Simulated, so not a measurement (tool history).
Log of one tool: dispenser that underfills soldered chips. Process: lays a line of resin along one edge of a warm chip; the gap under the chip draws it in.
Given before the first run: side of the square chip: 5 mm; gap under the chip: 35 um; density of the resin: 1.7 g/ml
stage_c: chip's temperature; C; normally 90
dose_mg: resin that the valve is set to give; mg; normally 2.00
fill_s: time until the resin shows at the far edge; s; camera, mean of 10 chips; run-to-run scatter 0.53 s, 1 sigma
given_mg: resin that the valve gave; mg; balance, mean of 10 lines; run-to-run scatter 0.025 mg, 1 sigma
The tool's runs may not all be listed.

Run 1, hour 0.0: usual settings. Result: fill_s 69.7 s, given_mg 1.91 mg.
At hour 6.9: new syringe of resin.
Run 2, hour 7.8: usual settings but dose_mg 2.07 mg. Result: fill_s 49.7 s, given_mg 1.98 mg.
Run 3, hour 16.9: usual settings but dose_mg 2.07 mg. Result: fill_s 71.1 s, given_mg 2.00 mg.
At hour 22.7: new syringe of resin.
Run 4, hour 29.2: usual settings but dose_mg 1.85 mg. Result: fill_s 64.5 s, given_mg 1.75 mg.
At hour 39.0: new syringe of resin.
Run 5, hour 42.6: usual settings. Result: fill_s 56.0 s, given_mg 1.90 mg.
At hour 55.3: new syringe of resin.
Run 6, hour 56.5: usual settings but dose_mg 2.47 mg. Result: fill_s 50.2 s, given_mg 2.30 mg.
Run 7, hour 62.1: usual settings but dose_mg 2.47 mg. Result: fill_s 61.2 s, given_mg 2.34 mg.
Run 8, hour 68.9: usual settings but stage_c 96 C. Result: fill_s 61.8 s, given_mg 1.80 mg.
At hour 71.3: new syringe of resin.
Run 9, hour 81.7: usual settings but stage_c 96 C. Result: fill_s 57.0 s, given_mg 1.84 mg.
At hour 87.5: new syringe of resin.
Run 10, hour 93.6: usual settings but stage_c 102 C, dose_mg 2.48 mg. Result: fill_s 34.1 s, given_mg 2.30 mg.
Run 11, hour 101.8: usual settings but stage_c 100 C, dose_mg 1.74 mg. Result: fill_s 56.1 s, given_mg 1.61 mg.
At hour 103.4: new syringe of resin.
Run 12, hour 113.9: usual settings but stage_c 100 C, dose_mg 1.74 mg. Result: fill_s 50.2 s, given_mg 1.53 mg.
At hour 119.2: new syringe of resin.
Run 13, hour 126.8: usual settings but stage_c 101 C, dose_mg 2.23 mg. Result: fill_s 37.7 s, given_mg 2.04 mg.
At hour 133.5: dispensing valve cleaned and set on the balance.
At hour 137.0: new syringe of resin.
Run 14, hour 138.5: usual settings but stage_c 94 C, dose_mg 2.21 mg. Result: fill_s 41.7 s, given_mg 2.20 mg.
Run 15, hour 144.5: usual settings but stage_c 94 C, dose_mg 2.21 mg. Result: fill_s 52.1 s, given_mg 2.23 mg.
At hour 153.7: new syringe of resin.
Run 16, hour 157.4: usual settings but stage_c 85 C, dose_mg 1.85 mg. Result: fill_s 74.4 s, given_mg 1.82 mg.
At hour 169.5: new syringe of resin.
Run 17, hour 169.5: usual settings but stage_c 96 C, dose_mg 2.05 mg. Result: fill_s 37.3 s, given_mg 2.00 mg.

Each row is a separate what-if for the run after 17, all from the same tool condition, not one after another. Results?
Run A, hour 178.4: usual settings but stage_c 98 C. Result: fill_s ?, given_mg ?.
Run B, hour 178.4: usual settings but dose_mg 1.88 mg. Result: fill_s ?, given_mg ?.
Run C, hour 178.4: usual settings but stage_c 86 C, dose_mg 2.29 mg. Result: fill_s ?, given_mg ?.
Run D, hour 178.4: usual settings but stage_c 84 C, dose_mg 2.19 mg. Result: fill_s ?, given_mg ?.

run  fill_s  given_mg
  A    48.3      1.93
  B    70.9      1.86
  C    82.0      2.25
  D    92.8      2.17
Take away the tool's hidden state, keep each run's random variation, and the runs would have read:
run  fill_s  given_mg
  A    30.5      1.97
  B    44.4      1.90
  C    51.3      2.29
  D    58.0      2.22
